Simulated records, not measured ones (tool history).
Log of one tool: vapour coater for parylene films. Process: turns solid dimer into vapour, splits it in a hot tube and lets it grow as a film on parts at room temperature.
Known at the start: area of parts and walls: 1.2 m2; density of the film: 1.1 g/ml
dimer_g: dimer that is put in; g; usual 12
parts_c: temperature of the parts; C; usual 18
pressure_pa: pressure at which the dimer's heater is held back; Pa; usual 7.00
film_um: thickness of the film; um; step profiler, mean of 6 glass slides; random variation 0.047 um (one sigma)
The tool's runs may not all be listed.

run 1 hour=0.0 | dimer_g=12 parts_c=18 pressure_pa=7.00 | film_um=5.39
run 2 hour=44.5 | dimer_g=12 parts_c=18 pressure_pa=7.00 | film_um=5.29
run 3 hour=106.8 | dimer_g=12 parts_c=18 pressure_pa=7.00 | film_um=5.33
run 4 hour=153.3 | dimer_g=12 parts_c=18 pressure_pa=7.00 | film_um=5.36
run 5 hour=213.4 | dimer_g=12 parts_c=18 pressure_pa=7.00 | film_um=5.29
run 6 hour=263.3 | dimer_g=12 parts_c=18 pressure_pa=7.00 | film_um=5.31
run 7 hour=303.7 | dimer_g=12 parts_c=18 pressure_pa=7.00 | film_um=5.31
run 8 hour=352.3 | dimer_g=12 parts_c=18 pressure_pa=7.00 | film_um=5.34
run 9 hour=395.9 | dimer_g=12 parts_c=18 pressure_pa=7.00 | film_um=5.38
run 10 hour=427.4 | dimer_g=12 parts_c=18 pressure_pa=7.00 | film_um=5.33
run 11 hour=478.1 | dimer_g=12 parts_c=18 pressure_pa=2.07 | film_um=5.92
run 12 hour=520.2 | dimer_g=12 parts_c=18 pressure_pa=2.07 | film_um=5.90
run 13 hour=566.6 | dimer_g=12 parts_c=18 pressure_pa=7.00 | film_um=5.38
run 14 hour=596.1 | dimer_g=12 parts_c=18 pressure_pa=7.00 | film_um=5.37
run 15 hour=648.1 | dimer_g=12 parts_c=18 pressure_pa=7.00 | film_um=5.25
run 16 hour=689.9 | dimer_g=12 parts_c=18 pressure_pa=7.00 | film_um=5.38
run 17 hour=728.3 | dimer_g=12 parts_c=18 pressure_pa=7.00 | film_um=5.31
run 18 hour=784.2 | dimer_g=12 parts_c=18 pressure_pa=7.00 | film_um=5.33
run 19 hour=830.2 | dimer_g=12 parts_c=23 pressure_pa=7.00 | film_um=4.33
run 20 hour=875.3 | dimer_g=12 parts_c=23 pressure_pa=7.00 | film_um=4.34
-- hour=908.7 trap's valve overhauled
run 21 hour=930.5 | dimer_g=7 parts_c=18 pressure_pa=7.00 | film_um=3.13
run 22 hour=957.8 | dimer_g=7 parts_c=18 pressure_pa=7.00 | film_um=3.12
run 23 hour=995.3 | dimer_g=12 parts_c=18 pressure_pa=7.00 | film_um=5.37
run 24 hour=1023.8 | dimer_g=12 parts_c=18 pressure_pa=7.00 | film_um=5.39
run 25 hour=1067.0 | dimer_g=12 parts_c=18 pressure_pa=7.00 | film_um=5.33
run 26 hour=1117.8 | dimer_g=21 parts_c=17 pressure_pa=2.50 | film_um=10.70
run 27 hour=1177.6 | dimer_g=21 parts_c=17 pressure_pa=11.27 | film_um=9.29
run 28 hour=1224.3 | dimer_g=7 parts_c=13 pressure_pa=8.56 | film_um=3.67
run 29 hour=1259.0 | dimer_g=8 parts_c=12 pressure_pa=3.03 | film_um=4.91
run 30 hour=1294.9 | dimer_g=6 parts_c=17 pressure_pa=7.00 | film_um=2.80
run 31 hour=1327.7 | dimer_g=6 parts_c=17 pressure_pa=7.00 | film_um=2.80
run 32 hour=1384.2 | dimer_g=6 parts_c=17 pressure_pa=7.00 | film_um=2.79
run 33 hour=1414.5 | dimer_g=6 parts_c=17 pressure_pa=7.00 | film_um=2.76
run 34 hour=1444.3 | dimer_g=6 parts_c=17 pressure_pa=7.00 | film_um=2.78
run 35 hour=1506.9 | dimer_g=11 parts_c=11 pressure_pa=7.67 | film_um=6.49
run 36 hour=1557.4 | dimer_g=11 parts_c=11 pressure_pa=9.30 | film_um=6.48
run 37 hour=1594.3 | dimer_g=10 parts_c=18 pressure_pa=7.00 | film_um=4.46
run 38 hour=1640.6 | dimer_g=10 parts_c=21 pressure_pa=2.29 | film_um=4.37
run 39 hour=1685.6 | dimer_g=8 parts_c=11 pressure_pa=10.76 | film_um=4.55
run 40 hour=1716.6 | dimer_g=8 parts_c=11 pressure_pa=8.67 | film_um=4.65
run 41 hour=1755.9 | dimer_g=5 parts_c=14 pressure_pa=2.61 | film_um=2.92
run 42 hour=1794.2 | dimer_g=8 parts_c=18 pressure_pa=7.79 | film_um=3.54
run 43 hour=1834.3 | dimer_g=8 parts_c=18 pressure_pa=7.79 | film_um=3.53
run 44 hour=1871.5 | dimer_g=12 parts_c=11 pressure_pa=7.00 | film_um=7.07
run 45 hour=1935.0 | dimer_g=12 parts_c=11 pressure_pa=7.00 | film_um=7.15
run 46 hour=1993.5 | dimer_g=12 parts_c=11 pressure_pa=7.00 | film_um=7.12
run 47 hour=2034.2 | dimer_g=12 parts_c=11 pressure_pa=7.00 | film_um=7.08

3 ways to go on from here, each from the tool as it stands after run 47. What would each give?
-- hour=2066.0 trap's valve overhauled
run A hour=2069.9 | dimer_g=12 parts_c=23 pressure_pa=7.00 | film_um=?
-- hour=2066.0 trap's valve overhauled
run B hour=2069.9 | dimer_g=21 parts_c=17 pressure_pa=2.16 | film_um=?
-- hour=2066.0 trap's valve overhauled
run C hour=2069.9 | dimer_g=13 parts_c=11 pressure_pa=7.53 | film_um=?

run=A film_um=4.39
run=B film_um=10.99
run=C film_um=7.69
Without the tool's hidden state the same runs would have given:
run=A film_um=4.40
run=B film_um=11.01
run=C film_um=7.71

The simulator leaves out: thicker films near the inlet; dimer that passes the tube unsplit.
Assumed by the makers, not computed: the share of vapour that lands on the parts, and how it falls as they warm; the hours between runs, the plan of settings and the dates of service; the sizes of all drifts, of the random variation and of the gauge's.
